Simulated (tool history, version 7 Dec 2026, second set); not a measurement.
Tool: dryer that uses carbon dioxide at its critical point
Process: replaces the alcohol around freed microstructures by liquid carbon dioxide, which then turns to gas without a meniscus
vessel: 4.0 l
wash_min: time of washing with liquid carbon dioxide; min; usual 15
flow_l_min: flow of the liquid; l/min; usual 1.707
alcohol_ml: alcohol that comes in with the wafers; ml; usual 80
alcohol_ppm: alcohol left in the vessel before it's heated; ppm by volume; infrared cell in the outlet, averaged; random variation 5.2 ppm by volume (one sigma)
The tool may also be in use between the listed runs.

run 1 hour=0.0 | wash_min=15 flow_l_min=1.707 alcohol_ml=80 | alcohol_ppm=130
run 2 hour=50.5 | wash_min=22 flow_l_min=1.707 alcohol_ml=80 | alcohol_ppm=48
run 3 hour=100.0 | wash_min=22 flow_l_min=1.707 alcohol_ml=80 | alcohol_ppm=44
run 4 hour=147.4 | wash_min=22 flow_l_min=1.707 alcohol_ml=80 | alcohol_ppm=48
run 5 hour=179.0 | wash_min=22 flow_l_min=1.707 alcohol_ml=80 | alcohol_ppm=41
run 6 hour=229.0 | wash_min=22 flow_l_min=1.707 alcohol_ml=80 | alcohol_ppm=57
run 7 hour=261.1 | wash_min=22 flow_l_min=1.707 alcohol_ml=80 | alcohol_ppm=58
run 8 hour=316.4 | wash_min=22 flow_l_min=1.707 alcohol_ml=80 | alcohol_ppm=68
run 9 hour=367.0 | wash_min=15 flow_l_min=1.540 alcohol_ml=80 | alcohol_ppm=292
-- hour=424.5 inlet filter changed
run 10 hour=428.1 | wash_min=15 flow_l_min=1.707 alcohol_ml=80 | alcohol_ppm=148
run 11 hour=480.6 | wash_min=21 flow_l_min=1.707 alcohol_ml=80 | alcohol_ppm=66
run 12 hour=524.9 | wash_min=21 flow_l_min=1.707 alcohol_ml=80 | alcohol_ppm=69
run 13 hour=556.3 | wash_min=21 flow_l_min=1.707 alcohol_ml=80 | alcohol_ppm=77
run 14 hour=616.2 | wash_min=15 flow_l_min=2.360 alcohol_ml=80 | alcohol_ppm=85
run 15 hour=657.7 | wash_min=15 flow_l_min=2.360 alcohol_ml=80 | alcohol_ppm=82
run 16 hour=706.9 | wash_min=15 flow_l_min=2.360 alcohol_ml=80 | alcohol_ppm=91
run 17 hour=762.1 | wash_min=15 flow_l_min=2.360 alcohol_ml=107 | alcohol_ppm=99
run 18 hour=816.4 | wash_min=15 flow_l_min=2.050 alcohol_ml=29 | alcohol_ppm=98
run 19 hour=871.3 | wash_min=15 flow_l_min=2.050 alcohol_ml=29 | alcohol_ppm=93
run 20 hour=924.4 | wash_min=22 flow_l_min=2.670 alcohol_ml=80 | alcohol_ppm=89
run 21 hour=953.2 | wash_min=15 flow_l_min=1.530 alcohol_ml=63 | alcohol_ppm=284
-- hour=981.6 inlet filter changed
run 22 hour=1001.4 | wash_min=15 flow_l_min=1.530 alcohol_ml=63 | alcohol_ppm=223

Forecast each of these 3 alternatives for the next run:
run A hour=1058.5 | wash_min=17 flow_l_min=1.430 alcohol_ml=74 | alcohol_ppm=?
run B hour=1058.5 | wash_min=18 flow_l_min=1.530 alcohol_ml=49 | alcohol_ppm=?
run C hour=1058.5 | wash_min=16 flow_l_min=1.707 alcohol_ml=80 | alcohol_ppm=?

run=A alcohol_ppm=225
run=B alcohol_ppm=139
run=C alcohol_ppm=169
Without the tool's hidden state the same runs would have given:
run=A alcohol_ppm=124
run=B alcohol_ppm=43
run=C alcohol_ppm=70
